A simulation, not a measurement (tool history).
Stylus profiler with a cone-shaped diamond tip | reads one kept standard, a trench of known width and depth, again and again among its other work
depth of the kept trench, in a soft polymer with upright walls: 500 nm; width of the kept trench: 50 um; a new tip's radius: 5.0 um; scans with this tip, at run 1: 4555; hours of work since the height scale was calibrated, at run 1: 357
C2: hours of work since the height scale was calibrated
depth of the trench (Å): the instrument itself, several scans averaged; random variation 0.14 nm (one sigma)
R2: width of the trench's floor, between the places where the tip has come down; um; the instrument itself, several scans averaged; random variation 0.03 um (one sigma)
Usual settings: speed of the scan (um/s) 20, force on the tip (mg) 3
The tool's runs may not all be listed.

Run 1, hour 0: usual settings; scans with this tip 4555; C2 357. Result: depth of the trench (Å) 5078.5, R2 44.67 um.
Run 2, hour 40.6: usual settings; scans with this tip 4932; C2 387. Result: depth of the trench (Å) 5078.9, R2 44.61 um.
Run 3, hour 77: usual settings but force on the tip (mg) 2.6; scans with this tip 5269; C2 413. Result: depth of the trench (Å) 5075.5, R2 44.61 um.
Run 4, hour 126.6: usual settings but speed of the scan (um/s) 6; scans with this tip 5730; C2 449. Result: depth of the trench (Å) 5081.8, R2 44.58 um.
Run 5, hour 161.6: usual settings but speed of the scan (um/s) 6; scans with this tip 6054; C2 475. Result: depth of the trench (Å) 5080.6, R2 44.44 um.
Run 6, hour 213.2: usual settings but speed of the scan (um/s) 6; scans with this tip 6534; C2 512. Result: depth of the trench (Å) 5083.2, R2 44.45 um.
Run 7, hour 276.5: usual settings but speed of the scan (um/s) 6; scans with this tip 7121; C2 558. Result: depth of the trench (Å) 5080.9, R2 44.32 um.

The next listed run, before its measurement:
Run 8, hour 336.3: usual settings but force on the tip (mg) 2.96; scans with this tip 7675; C2 602. Result: depth of the trench (Å) ?, R2 ?.

Run 8 gave depth of the trench (Å) 5084.5, R2 44.17 um.
Without the tool's hidden state the same run would have given depth of the trench (Å) 5067.9, R2 45.59 um.
